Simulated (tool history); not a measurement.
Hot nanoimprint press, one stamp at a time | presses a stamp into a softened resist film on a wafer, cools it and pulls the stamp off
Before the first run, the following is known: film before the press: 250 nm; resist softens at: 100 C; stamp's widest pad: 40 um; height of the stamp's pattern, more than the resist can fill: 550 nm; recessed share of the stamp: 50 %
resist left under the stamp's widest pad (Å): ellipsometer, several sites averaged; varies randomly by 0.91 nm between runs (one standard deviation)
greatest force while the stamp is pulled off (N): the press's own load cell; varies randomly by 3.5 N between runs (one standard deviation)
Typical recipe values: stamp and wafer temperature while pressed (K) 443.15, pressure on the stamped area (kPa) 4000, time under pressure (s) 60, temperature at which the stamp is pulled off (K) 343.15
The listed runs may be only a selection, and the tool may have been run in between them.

run   hour  stamp and wafer temperature while pressed (K)  pressure on the stamped area (kPa)  time under pressure (s)  temperature at which the stamp is pulled off (K)  resist left under the stamp's widest pad (Å)  greatest force while the stamp is pulled off (N)
  1      0                                         443.15                                4000                       60                                            343.15                                          1227                                               192
  2    5.9                                         455.15                                4000                       60                                            343.15                                           673                                               195
  3   11.1                                         455.15                                4000                       60                                            343.15                                           663                                               203
  4   21.1                                         455.15                                4000                       60                                            343.15                                           661                                               203
  5   29.1                                         455.15                                4000                       60                                            343.15                                           663                                               204
  6   38.6                                         455.15                                4000                       60                                            330.15                                           675                                               240
  7   44.7                                         443.15                                4000                       60                                            345.15                                          1203                                               203
  8     52                                         443.15                                4000                       60                                            345.15                                          1225                                               210
  9   62.3                                         443.15                                4000                       60                                            345.15                                          1221                                               197
 10   70.4                                         443.15                                4000                       60                                            345.15                                          1214                                               203
 11     80                                         443.15                                2680                       60                                            343.15                                          1431                                               211
 12   88.2                                         443.15                                4000                       60                                            343.15                                          1222                                               214
 13   94.8                                         443.15                                4000                       60                                            343.15                                          1209                                               210
 14  104.5                                         443.15                                4000                       60                                            343.15                                          1209                                               219
 15  112.6                                         443.15                                4000                       60                                            343.15                                          1197                                               221
 16  119.9                                         448.15                                2690                       60                                            343.15                                          1131                                               221
 17    128                                         448.15                                2690                       60                                            343.15                                          1125                                               213
 18  137.8                                         448.15                                2690                       60                                            343.15                                          1120                                               221
 19  145.7                                         449.15                                4000                       60                                            343.15                                           880                                               220
     157.4  -- stamp cleaned and given a new release coat
 20  159.6                                         444.15                                3460                       60                                            343.15                                          1240                                               166
     163.4  -- plate thermocouple calibrated
 21  172.1                                         448.15                                2450                       64                                            348.15                                          1110                                               156
 22  178.8                                         448.15                                2610                       64                                            348.15                                          1071                                               159
 23  187.1                                         436.15                                4150                       41                                            343.15                                          1791                                               172
 24  193.4                                         436.15                                3570                       41                                            343.15                                          1840                                               179
 25  204.1                                         450.15                                3620                       58                                            343.15                                           878                                               171
 26  210.1                                         450.15                                3620                       58                                            343.15                                           883                                               175
 27  216.9                                         443.15                                3630                      102                                            343.15                                           990                                               170
 28    224                                         443.15                                5260                      102                                            343.15                                           841                                               176
     228.5  -- plate thermocouple calibrated, once more
 29  233.6                                         443.15                                5260                       81                                            344.15                                          1004                                               174

3 ways to go on from here, each from the tool as it stands after run 29. What would each give?
  A  240.8                                         443.15                                4000                       86                                            329.15                                             ?                                                 ?
  B  240.8                                         443.15                                5260                       52                                            331.15                                             ?                                                 ?
  C  240.8                                         443.15                                4000                       60                                            341.15                                             ?                                                 ?

run  resist left under the stamp's widest pad (Å)  greatest force while the stamp is pulled off (N)
  A                                          1106                                               210
  B                                          1211                                               210
  C                                          1278                                               184
Take away the tool's hidden state, keep each run's random variation, and the runs would have read:
run  resist left under the stamp's widest pad (Å)  greatest force while the stamp is pulled off (N)
  A                                          1097                                               198
  B                                          1200                                               198
  C                                          1268                                               173
